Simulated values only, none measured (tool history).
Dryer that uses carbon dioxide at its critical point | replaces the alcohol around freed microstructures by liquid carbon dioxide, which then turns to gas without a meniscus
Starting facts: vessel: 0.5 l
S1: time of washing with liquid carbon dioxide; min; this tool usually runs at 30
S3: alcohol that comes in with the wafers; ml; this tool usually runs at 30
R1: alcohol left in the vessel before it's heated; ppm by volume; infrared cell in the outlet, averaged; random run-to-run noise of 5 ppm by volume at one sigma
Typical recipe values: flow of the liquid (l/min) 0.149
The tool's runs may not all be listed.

Run 1, day 0: usual settings. Result: R1 32 ppm by volume.
Run 2, day 1.608: usual settings but flow of the liquid (l/min) 0.089. Result: R1 550 ppm by volume.
Run 3, day 3.271: usual settings but S1 25 min. Result: R1 97 ppm by volume.
Run 4, day 4.221: usual settings but S1 25 min. Result: R1 103 ppm by volume.
Run 5, day 5.442: usual settings but S1 25 min. Result: R1 103 ppm by volume.
Run 6, day 6.55: usual settings. Result: R1 50 ppm by volume.
Run 7, day 7.829: usual settings. Result: R1 48 ppm by volume.
Run 8, day 9.362: usual settings. Result: R1 48 ppm by volume.
At day 9.629: inlet filter changed.
Run 9, day 11.021: usual settings. Result: R1 41 ppm by volume.
Run 10, day 12.138: usual settings. Result: R1 42 ppm by volume.
Run 11, day 13.033: usual settings but flow of the liquid (l/min) 0.176. Result: R1 23 ppm by volume.
Run 12, day 14.046: usual settings but flow of the liquid (l/min) 0.176. Result: R1 35 ppm by volume.
Run 13, day 15.633: usual settings but flow of the liquid (l/min) 0.176. Result: R1 42 ppm by volume.
Run 14, day 16.425: usual settings but flow of the liquid (l/min) 0.176. Result: R1 28 ppm by volume.
Run 15, day 17.767: usual settings. Result: R1 48 ppm by volume.
Run 16, day 19.417: usual settings but S1 25 min. Result: R1 112 ppm by volume.
Run 17, day 20.808: usual settings but S1 22 min. Result: R1 207 ppm by volume.
Run 18, day 22.071: usual settings but S1 22 min. Result: R1 209 ppm by volume.
Run 19, day 23.304: usual settings but S1 22 min. Result: R1 223 ppm by volume.
Run 20, day 24.9: usual settings but S1 22 min. Result: R1 222 ppm by volume.
Run 21, day 26.404: usual settings. Result: R1 76 ppm by volume.
Run 22, day 27.833: usual settings but S1 46 min, flow of the liquid (l/min) 0.152, S3 31 ml. Result: R1 46 ppm by volume.
Run 23, day 28.533: usual settings but S1 22 min, flow of the liquid (l/min) 0.152, S3 76 ml. Result: R1 494 ppm by volume.
Run 24, day 29.292: usual settings but flow of the liquid (l/min) 0.104, S3 26 ml. Result: R1 289 ppm by volume.
Run 25, day 30.15: usual settings but flow of the liquid (l/min) 0.104, S3 26 ml. Result: R1 308 ppm by volume.
At day 30.946: inlet filter changed.
Run 26, day 31.221: usual settings but flow of the liquid (l/min) 0.104, S3 26 ml. Result: R1 192 ppm by volume.
Run 27, day 32.796: usual settings but flow of the liquid (l/min) 0.132, S3 34 ml. Result: R1 99 ppm by volume.
Run 28, day 34.367: usual settings but S1 24 min, flow of the liquid (l/min) 0.171. Result: R1 85 ppm by volume.
Run 29, day 35.117: usual settings but S1 31 min, flow of the liquid (l/min) 0.24, S3 27 ml. Result: R1 55 ppm by volume.
Run 30, day 36.621: usual settings but S1 31 min, flow of the liquid (l/min) 0.24, S3 27 ml. Result: R1 65 ppm by volume.
Run 31, day 37.325: usual settings but S1 31 min, flow of the liquid (l/min) 0.24, S3 27 ml. Result: R1 54 ppm by volume.
Run 32, day 39.004: usual settings but S1 48 min, flow of the liquid (l/min) 0.091, S3 57 ml. Result: R1 104 ppm by volume.
Run 33, day 40.229: usual settings but S1 19 min, flow of the liquid (l/min) 0.168, S3 45 ml. Result: R1 352 ppm by volume.
Run 34, day 41.275: usual settings but S1 26 min, flow of the liquid (l/min) 0.101, S3 84 ml. Result: R1 1592 ppm by volume.
Run 35, day 42.967: usual settings but S1 25 min. Result: R1 152 ppm by volume.
Run 36, day 43.746: usual settings but S1 25 min. Result: R1 154 ppm by volume.
Run 37, day 44.946: usual settings but S1 18 min, S3 20 ml. Result: R1 417 ppm by volume.
Run 38, day 46.15: usual settings but S3 21 ml. Result: R1 97 ppm by volume.
Run 39, day 47.671: usual settings but flow of the liquid (l/min) 0.14, S3 54 ml. Result: R1 145 ppm by volume.
Run 40, day 48.396: usual settings but flow of the liquid (l/min) 0.14, S3 54 ml. Result: R1 148 ppm by volume.
Run 41, day 49.138: usual settings but S1 22 min, flow of the liquid (l/min) 0.16. Result: R1 207 ppm by volume.
Run 42, day 50.079: usual settings but S1 29 min, flow of the liquid (l/min) 0.191, S3 82 ml. Result: R1 93 ppm by volume.

5 options for the next run, each taken on its own from the tool as it stands now. Forecast them:
Run A, day 51.417: usual settings but S1 29 min, flow of the liquid (l/min) 0.191, S3 61 ml. Result: R1 ?.
Run B, day 51.417: usual settings but S1 21 min, flow of the liquid (l/min) 0.186, S3 82 ml. Result: R1 ?.
Run C, day 51.417: usual settings but S1 37 min, flow of the liquid (l/min) 0.252, S3 64 ml. Result: R1 ?.
Run D, day 51.417: usual settings but S1 22 min, flow of the liquid (l/min) 0.114, S3 31 ml. Result: R1 ?.
Run E, day 51.417: usual settings but S1 36 min. Result: R1 ?.

run   R1
  A   86
  B  281
  C   78
  D  941
  E   90
Without the tool's hidden state the same runs would have given:
run   R1
  A    2
  B  105
  C    0
  D  558
  E    6
